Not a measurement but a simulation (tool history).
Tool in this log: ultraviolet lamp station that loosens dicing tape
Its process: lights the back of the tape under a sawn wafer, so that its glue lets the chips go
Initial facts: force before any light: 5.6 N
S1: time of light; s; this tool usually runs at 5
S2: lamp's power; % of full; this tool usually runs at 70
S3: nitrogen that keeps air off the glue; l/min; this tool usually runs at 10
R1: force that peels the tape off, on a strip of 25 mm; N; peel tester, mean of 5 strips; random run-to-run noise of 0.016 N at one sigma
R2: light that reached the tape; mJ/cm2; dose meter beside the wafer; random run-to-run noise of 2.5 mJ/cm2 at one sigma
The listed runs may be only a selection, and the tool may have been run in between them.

run   hour  S1  S2  S3     R1   R2
  1      0   5  70  10  1.241  218
  2   25.4   5  70  10  1.172  218
  3   50.8   5  70  10   1.21  216
  4   79.1   5  70  10  1.259  210
  5     93   5  92  10  0.795  275
      95.3  -- window cleaned of glue's vapour
  6  114.4   5  92  10  0.957  243
  7  143.4   5  92  10  0.937  246
  8  163.2   5  70   3  2.277  185
  9  186.4   5  70   3  2.249  185
 10  214.3   4  62  14  1.989  128
 11  237.6   4  62  14  2.018  130
 12  261.2   4  87   4  2.102  179
 13  276.1   7  88   7  0.792  318
     290.9  -- window cleaned of glue's vapour, once more
 14  308.5   7  88   7  0.459  421
 15  330.9   7  88   7  0.456  415
 16  361.4   5  74   3  1.682  253
 17  377.1   7  70  10  0.595  325
 18  401.9   7  70  10  0.612  324

5 ways to go on from here, each from the tool as it stands after run 18. What would each give?
  A  427.6   7  70  11   ?   ?
  B  427.6   7  85  10   ?   ?
  C  427.6   7  66   5   ?   ?
  D  427.6   7  70   5   ?   ?
  E  427.6   7  81   3   ?   ?

run     R1   R2
  A  0.556  329
  B  0.412  394
  C  1.028  307
  D  0.895  325
  E  0.951  378
With the hidden condition removed and each run's random variation left untouched, the same runs would have given:
run     R1   R2
  A  0.367  408
  B  0.276  489
  C  0.713  381
  D   0.61  404
  E  0.656  469
